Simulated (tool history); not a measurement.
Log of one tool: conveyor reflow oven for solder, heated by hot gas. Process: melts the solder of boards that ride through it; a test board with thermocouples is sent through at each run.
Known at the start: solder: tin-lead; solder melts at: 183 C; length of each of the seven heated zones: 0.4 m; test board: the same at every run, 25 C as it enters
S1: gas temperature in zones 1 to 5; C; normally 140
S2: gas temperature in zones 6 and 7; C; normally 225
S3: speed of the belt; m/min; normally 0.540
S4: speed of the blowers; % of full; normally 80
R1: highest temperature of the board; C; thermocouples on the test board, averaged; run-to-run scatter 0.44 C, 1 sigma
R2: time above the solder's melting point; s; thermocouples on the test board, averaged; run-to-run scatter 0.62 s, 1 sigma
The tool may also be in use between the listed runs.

run 1 hour=0.0 | S1=140 S2=225 S3=0.540 S4=80 | R1=207.5 R2=56.2
-- hour=19.6 flux residue cleaned out of gas plates and filters
run 2 hour=30.2 | S1=140 S2=225 S3=0.540 S4=80 | R1=210.3 R2=60.9
run 3 hour=81.4 | S1=140 S2=225 S3=0.540 S4=80 | R1=210.4 R2=61.6
run 4 hour=119.4 | S1=140 S2=225 S3=0.540 S4=80 | R1=210.0 R2=61.9
run 5 hour=143.6 | S1=140 S2=225 S3=0.540 S4=80 | R1=209.5 R2=60.5
run 6 hour=192.1 | S1=140 S2=225 S3=0.621 S4=70 | R1=202.8 R2=41.5
run 7 hour=228.7 | S1=140 S2=225 S3=0.540 S4=60 | R1=203.9 R2=51.0
run 8 hour=272.2 | S1=140 S2=225 S3=0.540 S4=60 | R1=203.4 R2=48.7
run 9 hour=323.8 | S1=140 S2=225 S3=0.540 S4=88 | R1=212.2 R2=63.1
run 10 hour=353.8 | S1=126 S2=237 S3=0.638 S4=71 | R1=206.7 R2=40.8

Consider 4 possible next runs. They are alternatives, not a sequence: every one starts from the tool as it was left by run 10. What does each give?
run A hour=383.0 | S1=150 S2=237 S3=0.638 S4=71 | R1=? R2=?
run B hour=383.0 | S1=155 S2=236 S3=0.432 S4=80 | R1=? R2=?
run C hour=383.0 | S1=126 S2=237 S3=0.638 S4=71 | R1=? R2=?
run D hour=383.0 | S1=126 S2=214 S3=0.638 S4=71 | R1=? R2=?

run=A R1=212.1 R2=55.4
run=B R1=227.0 R2=103.9
run=C R1=207.0 R2=39.9
run=D R1=188.5 R2=15.3
Stripped of hidden state, with their random variation kept, the same runs would have yielded:
run=A R1=212.9 R2=56.1
run=B R1=226.9 R2=103.0
run=C R1=208.2 R2=41.3
run=D R1=189.4 R2=17.4
